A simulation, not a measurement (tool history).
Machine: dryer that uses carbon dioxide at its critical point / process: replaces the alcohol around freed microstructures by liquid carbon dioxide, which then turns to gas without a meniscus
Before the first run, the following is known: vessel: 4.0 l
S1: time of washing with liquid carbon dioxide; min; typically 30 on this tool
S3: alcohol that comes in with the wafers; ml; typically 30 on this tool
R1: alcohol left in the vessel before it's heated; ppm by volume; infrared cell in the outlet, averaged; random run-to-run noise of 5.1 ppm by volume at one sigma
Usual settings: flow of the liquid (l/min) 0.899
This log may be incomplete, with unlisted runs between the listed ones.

{"run": 1, "hour": 0.0, "S1": 30, "flow of the liquid (l/min)": 0.899, "S3": 30, "R1": 192}
{"run": 2, "hour": 35.4, "S1": 30, "flow of the liquid (l/min)": 1.469, "S3": 30, "R1": 128}
{"run": 3, "hour": 84.3, "S1": 30, "flow of the liquid (l/min)": 0.899, "S3": 30, "R1": 220}
{"run": 4, "hour": 145.8, "S1": 30, "flow of the liquid (l/min)": 0.899, "S3": 30, "R1": 235}
{"run": 5, "hour": 177.7, "S1": 30, "flow of the liquid (l/min)": 0.76, "S3": 30, "R1": 293}
{"run": 6, "hour": 235.9, "S1": 30, "flow of the liquid (l/min)": 0.899, "S3": 100, "R1": 426}
{"run": 7, "hour": 267.7, "S1": 30, "flow of the liquid (l/min)": 1.276, "S3": 30, "R1": 175}
{"run": 8, "hour": 320.2, "S1": 30, "flow of the liquid (l/min)": 1.276, "S3": 30, "R1": 190}
{"run": 9, "hour": 383.3, "S1": 30, "flow of the liquid (l/min)": 1.276, "S3": 30, "R1": 196}
{"run": 10, "hour": 419.5, "S1": 30, "flow of the liquid (l/min)": 1.276, "S3": 30, "R1": 193}
{"run": 11, "hour": 489.8, "S1": 30, "flow of the liquid (l/min)": 1.276, "S3": 30, "R1": 205}
{"run": 12, "hour": 527.3, "S1": 30, "flow of the liquid (l/min)": 1.276, "S3": 30, "R1": 204}
{"run": 13, "hour": 574.9, "S1": 30, "flow of the liquid (l/min)": 0.549, "S3": 30, "R1": 609}
{"run": 14, "hour": 627.0, "S1": 30, "flow of the liquid (l/min)": 0.899, "S3": 90, "R1": 414}
{"run": 15, "hour": 687.2, "S1": 30, "flow of the liquid (l/min)": 0.899, "S3": 90, "R1": 443}
{"run": 16, "hour": 730.6, "S1": 30, "flow of the liquid (l/min)": 0.899, "S3": 30, "R1": 287}
{"run": 17, "hour": 768.2, "S1": 30, "flow of the liquid (l/min)": 1.206, "S3": 30, "R1": 247}
{"run": 18, "hour": 837.8, "S1": 30, "flow of the liquid (l/min)": 1.206, "S3": 30, "R1": 240}
{"run": 19, "hour": 899.2, "S1": 20, "flow of the liquid (l/min)": 1.29, "S3": 22, "R1": 288}
{"run": 20, "hour": 931.0, "S1": 20, "flow of the liquid (l/min)": 1.29, "S3": 22, "R1": 293}
{"run": 21, "hour": 1000.1, "S1": 41, "flow of the liquid (l/min)": 1.0, "S3": 30, "R1": 240}
{"run": 22, "hour": 1060.3, "S1": 41, "flow of the liquid (l/min)": 1.0, "S3": 30, "R1": 253}
{"run": 23, "hour": 1097.6, "S1": 24, "flow of the liquid (l/min)": 0.686, "S3": 42, "R1": 848}
{"run": 24, "hour": 1159.3, "S1": 24, "flow of the liquid (l/min)": 0.686, "S3": 42, "R1": 889}
{"run": 25, "hour": 1223.9, "S1": 30, "flow of the liquid (l/min)": 1.235, "S3": 37, "R1": 291}
{"run": 26, "hour": 1295.2, "S1": 19, "flow of the liquid (l/min)": 1.235, "S3": 38, "R1": 495}
{"run": 27, "hour": 1353.7, "S1": 30, "flow of the liquid (l/min)": 1.089, "S3": 99, "R1": 346}
{"run": 28, "hour": 1386.6, "S1": 33, "flow of the liquid (l/min)": 1.491, "S3": 73, "R1": 279}
{"run": 29, "hour": 1453.3, "S1": 39, "flow of the liquid (l/min)": 1.491, "S3": 43, "R1": 305}
{"run": 30, "hour": 1495.4, "S1": 31, "flow of the liquid (l/min)": 0.899, "S3": 42, "R1": 376}
{"run": 31, "hour": 1566.3, "S1": 28, "flow of the liquid (l/min)": 0.899, "S3": 97, "R1": 634}
{"run": 32, "hour": 1625.7, "S1": 29, "flow of the liquid (l/min)": 0.899, "S3": 109, "R1": 643}
{"run": 33, "hour": 1658.9, "S1": 35, "flow of the liquid (l/min)": 0.899, "S3": 74, "R1": 104}

Removed from this log: 4 entries logged between the listed runs. Between which two listed runs does each belong, and how does the tool's hidden state at the listed run before it compare with that at the listed run after it?
After run 9, before run 10: inlet filter changed (hour 409.1)
  flow that reaches the vessel past the clogged filter, %: 89.2 -> 99; alcohol in the recycled carbon dioxide, ppm: 177.5 -> 181
  measured value less the no-hidden-state value, R1: +174 -> +178 ppm by volume
After run 18, before run 19: inlet filter changed (hour 872.7)
  flow that reaches the vessel past the clogged filter, %: 88.9 -> 98.6; alcohol in the recycled carbon dioxide, ppm: 226.7 -> 233.2
  measured value less the no-hidden-state value, R1: +228 -> +232 ppm by volume
After run 26, before run 27: inlet filter changed (hour 1335.2)
  flow that reaches the vessel past the clogged filter, %: 89.2 -> 99.3; alcohol in the recycled carbon dioxide, ppm: 273.5 -> 279.5
  measured value less the no-hidden-state value, R1: +352 -> +271 ppm by volume
After run 32, before run 33: purifier's bed changed (hour 1632.2)
  flow that reaches the vessel past the clogged filter, %: 92.6 -> 92; alcohol in the recycled carbon dioxide, ppm: 307.1 -> 8.2
  measured value less the no-hidden-state value, R1: +402 -> +39 ppm by volume
